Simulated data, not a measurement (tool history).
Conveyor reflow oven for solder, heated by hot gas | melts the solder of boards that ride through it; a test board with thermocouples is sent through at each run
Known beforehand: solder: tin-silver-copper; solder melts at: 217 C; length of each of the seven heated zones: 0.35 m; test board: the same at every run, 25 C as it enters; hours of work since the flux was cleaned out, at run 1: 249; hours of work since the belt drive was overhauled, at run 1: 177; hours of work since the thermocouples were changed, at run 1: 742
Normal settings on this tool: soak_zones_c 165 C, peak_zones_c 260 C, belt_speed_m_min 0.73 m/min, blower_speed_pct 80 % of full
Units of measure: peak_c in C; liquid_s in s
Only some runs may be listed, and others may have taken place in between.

run	day	soak_zones_c	peak_zones_c	belt_speed_m_min	blower_speed_pct	hours of work since the flux was cleaned out	hours of work since the belt drive was overhauled	hours of work since the thermocouples were changed	peak_c	liquid_s
1	0	165	260	0.73	80	249	177	742	243.2	35.5
2	0.188	167	260	0.73	80	253	181	745	243.6	36.5
3	0.575	167	260	0.73	80	260	188	753	243.4	36.1
4	0.842	167	260	0.73	80	265	193	758	243.5	36.3
5	1.179	167	260	0.73	80	272	200	764	242.9	35.7
6	1.583	167	260	0.73	80	279	207	772	243.6	36.3
7	1.796	167	260	0.73	80	283	212	776	243.5	35.9
# day 2.138: flux residue cleaned out of gas plates and filters
8	2.225	167	260	0.73	69	2	216	780	243.1	35.6
9	2.512	167	260	0.73	69	7	221	786	243.1	35.7
10	2.854	167	260	0.73	69	14	228	793	243.4	35.6
# day 3.046: belt drive overhauled, speed set with a stopwatch
11	3.408	167	260	0.73	69	21	7	800	242.8	35.7
12	3.692	167	260	0.73	69	27	12	805	243	35.4
13	3.904	167	260	0.73	69	31	16	810	242.9	35.6
14	4.208	176	260	0.73	69	37	22	815	244.2	39
15	4.404	176	260	0.73	69	40	26	819	244.5	39.2
16	4.771	169	259	0.73	70	47	33	826	242.4	35.8
17	5.017	165	275	0.73	80	52	38	831	257	43.7
# day 5.429: belt drive overhauled, speed set with a stopwatch, once more
18	5.538	172	272	0.632	80	59	2	838	259.6	54.3
19	5.771	155	263	0.598	58	63	7	842	247.6	44.9
20	6.029	178	263	0.853	63	68	12	847	241	30
21	6.292	165	263	0.73	72	73	17	852	244.9	36.2
22	6.604	160	273	0.694	62	79	23	858	252.5	41.7
23	7	165	260	0.73	89	87	30	866	244.9	36.6
24	7.179	165	260	0.73	89	90	34	869	244.8	36.6
25	7.538	165	260	0.678	76	97	40	876	245	40.2
26	7.771	165	260	0.807	55	102	45	881	235.4	24.4
27	8.046	165	255	0.643	67	107	50	886	241.1	39.1
28	8.425	175	250	0.58	72	114	58	893	241.1	48.7
29	8.662	153	260	0.73	82	119	62	898	241.7	31.8
30	8.958	170	260	0.73	55	125	68	903	240.2	33.2

Below are 3 alternative next runs, each starting from the tool's condition after run 30. Predict each:
A	9.154	165	257	0.652	80	128	71	907	?	?
B	9.154	165	275	0.875	80	128	71	907	?	?
C	9.154	165	260	0.697	79	128	71	907	?	?

run	peak_c	liquid_s
A	244	41.4
B	249.3	31.8
C	245.1	38.4
Stripped of hidden state, with their random variation kept, the same runs would have yielded:
run	peak_c	liquid_s
A	245.4	42.7
B	251.2	32.9
C	246.6	39.7
